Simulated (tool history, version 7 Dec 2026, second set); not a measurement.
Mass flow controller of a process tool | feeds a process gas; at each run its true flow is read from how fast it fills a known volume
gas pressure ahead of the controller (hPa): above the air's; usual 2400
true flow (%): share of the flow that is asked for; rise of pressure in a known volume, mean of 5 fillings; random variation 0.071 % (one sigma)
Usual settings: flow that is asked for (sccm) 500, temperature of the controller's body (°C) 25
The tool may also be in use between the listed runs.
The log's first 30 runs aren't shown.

run    hour  flow that is asked for (sccm)  gas pressure ahead of the controller (hPa)  temperature of the controller's body (°C)  hours of work since the controller was set to zero  hours of work since the controller was changed  true flow (%)
 31  4289.6                            500                                        1760                                         25                                                4391                                            4391           99.3
 32  4380.7                            500                                        1430                                         24                                                4429                                            4429          99.15
 33  4507.7                            112                                        1410                                         23                                                4481                                            4481          98.59
 34  4612.4                            256                                        1660                                         38                                                4524                                            4524          98.06
 35  4713.4                            328                                        2400                                         25                                                4565                                            4565          99.21
 36  4862.4                            270                                        1820                                         25                                                4626                                            4626           98.9
 37  4991.8                            270                                        2690                                         25                                                4679                                            4679          99.18
 38  5133.7                            223                                        2470                                         33                                                4738                                            4738          98.75
 39    5312                            328                                        2670                                         27                                                4811                                            4811          99.22
 40    5415                            328                                        2670                                         34                                                4853                                            4853          98.93
 41  5588.1                            314                                        2670                                         34                                                4924                                            4924          98.88
 42  5703.6                            314                                        2670                                         34                                                4971                                            4971          98.77
 43  5825.9                            500                                        1970                                         26                                                5022                                            5022           99.3
 44  5974.7                            824                                        2060                                         27                                                5083                                            5083          99.67
 45  6117.6                            713                                        2630                                         20                                                5141                                            5141         100.13
 46  6283.9                            404                                        1530                                         21                                                5209                                            5209          99.14
 47    6460                            404                                        1980                                         30                                                5282                                            5282          98.92
 48  6563.4                            962                                        2300                                         26                                                5324                                            5324          99.94

3 ways to go on from here, each from the tool as it stands after run 48. What would each give?
  A  6714.7                            162                                        1940                                         38                                                5386                                            5386              ?
  B  6714.7                            553                                        2300                                         26                                                5386                                            5386              ?
  C  6714.7                            328                                        1680                                         26                                                5386                                            5386              ?

run  true flow (%)
  A          98.21
  B          99.43
  C          98.79
Without the tool's hidden state the same runs would have given:
run  true flow (%)
  A          98.18
  B          99.41
  C          98.77

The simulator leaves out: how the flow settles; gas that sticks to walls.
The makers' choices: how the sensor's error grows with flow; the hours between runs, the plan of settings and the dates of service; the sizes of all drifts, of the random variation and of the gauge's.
